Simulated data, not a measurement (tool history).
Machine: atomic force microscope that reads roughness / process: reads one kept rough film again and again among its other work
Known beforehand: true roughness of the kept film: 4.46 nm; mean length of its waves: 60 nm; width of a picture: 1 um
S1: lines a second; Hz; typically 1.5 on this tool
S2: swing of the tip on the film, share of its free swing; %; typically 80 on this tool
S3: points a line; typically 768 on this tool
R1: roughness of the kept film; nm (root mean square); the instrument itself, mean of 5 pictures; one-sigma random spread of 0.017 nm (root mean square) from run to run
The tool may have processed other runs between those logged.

{"run": 1, "hour": 0.0, "S1": 1.5, "S2": 80, "S3": 768, "R1": 4.125}
{"run": 2, "hour": 80.7, "S1": 1.5, "S2": 80, "S3": 768, "R1": 4.17}
{"hour": 119.0, "done": "height scale calibrated on a step standard"}
{"run": 3, "hour": 126.0, "S1": 1.5, "S2": 80, "S3": 768, "R1": 4.166}
{"run": 4, "hour": 206.0, "S1": 1.5, "S2": 80, "S3": 326, "R1": 4.175}
{"hour": 242.2, "done": "new tip fitted"}
{"run": 5, "hour": 274.4, "S1": 1.5, "S2": 80, "S3": 768, "R1": 4.189}
{"run": 6, "hour": 339.8, "S1": 1.5, "S2": 80, "S3": 333, "R1": 4.162}
{"run": 7, "hour": 382.2, "S1": 1.5, "S2": 80, "S3": 333, "R1": 4.148}
{"run": 8, "hour": 458.2, "S1": 1.5, "S2": 80, "S3": 333, "R1": 4.134}
{"run": 9, "hour": 519.0, "S1": 1.5, "S2": 80, "S3": 333, "R1": 4.096}
{"hour": 577.0, "done": "new tip fitted"}
{"run": 10, "hour": 581.3, "S1": 1.5, "S2": 80, "S3": 333, "R1": 4.137}
{"run": 11, "hour": 614.6, "S1": 1.5, "S2": 80, "S3": 333, "R1": 4.152}
{"run": 12, "hour": 685.4, "S1": 1.5, "S2": 80, "S3": 333, "R1": 4.177}
{"run": 13, "hour": 746.0, "S1": 1.5, "S2": 80, "S3": 333, "R1": 4.18}
{"run": 14, "hour": 779.1, "S1": 1.5, "S2": 80, "S3": 768, "R1": 4.166}
{"run": 15, "hour": 828.9, "S1": 0.54, "S2": 71, "S3": 334, "R1": 4.289}
{"run": 16, "hour": 880.1, "S1": 0.54, "S2": 71, "S3": 334, "R1": 4.282}
{"hour": 912.6, "done": "new tip fitted"}
{"run": 17, "hour": 939.7, "S1": 1.38, "S2": 67, "S3": 954, "R1": 4.284}
{"run": 18, "hour": 987.5, "S1": 1.8, "S2": 80, "S3": 768, "R1": 4.13}
{"run": 19, "hour": 1021.1, "S1": 1.5, "S2": 80, "S3": 264, "R1": 4.133}
{"run": 20, "hour": 1085.3, "S1": 0.92, "S2": 86, "S3": 321, "R1": 4.185}
{"run": 21, "hour": 1152.3, "S1": 0.92, "S2": 86, "S3": 321, "R1": 4.166}
{"run": 22, "hour": 1228.8, "S1": 2.35, "S2": 60, "S3": 792, "R1": 4.263}
{"hour": 1248.2, "done": "new tip fitted"}
{"run": 23, "hour": 1269.2, "S1": 2.83, "S2": 60, "S3": 413, "R1": 4.225}
{"run": 24, "hour": 1323.6, "S1": 1.69, "S2": 58, "S3": 268, "R1": 4.293}
{"run": 25, "hour": 1389.9, "S1": 0.94, "S2": 63, "S3": 383, "R1": 4.295}
{"run": 26, "hour": 1428.0, "S1": 1.55, "S2": 84, "S3": 314, "R1": 4.129}
{"run": 27, "hour": 1493.1, "S1": 1.5, "S2": 65, "S3": 768, "R1": 4.271}
{"run": 28, "hour": 1535.9, "S1": 0.74, "S2": 77, "S3": 656, "R1": 4.25}

Consider 4 possible next runs. They are alternatives, not a sequence: every one starts from the tool as it was left by run 28. What does each give?
{"hour": 1584.8, "done": "new tip fitted"}
{"run": "A", "hour": 1611.0, "S1": 3.83, "S2": 77, "S3": 656, "R1": "?"}
{"hour": 1584.8, "done": "new tip fitted"}
{"run": "B", "hour": 1611.0, "S1": 0.52, "S2": 80, "S3": 508, "R1": "?"}
{"hour": 1584.8, "done": "new tip fitted"}
{"run": "C", "hour": 1611.0, "S1": 3.18, "S2": 77, "S3": 656, "R1": "?"}
{"hour": 1584.8, "done": "new tip fitted"}
{"run": "D", "hour": 1611.0, "S1": 3.69, "S2": 77, "S3": 656, "R1": "?"}

run=A R1=3.933
run=B R1=4.279
run=C R1=4.031
run=D R1=3.972
Without the tool's hidden state the same runs would have given:
run=A R1=3.933
run=B R1=4.28
run=C R1=4.032
run=D R1=3.973

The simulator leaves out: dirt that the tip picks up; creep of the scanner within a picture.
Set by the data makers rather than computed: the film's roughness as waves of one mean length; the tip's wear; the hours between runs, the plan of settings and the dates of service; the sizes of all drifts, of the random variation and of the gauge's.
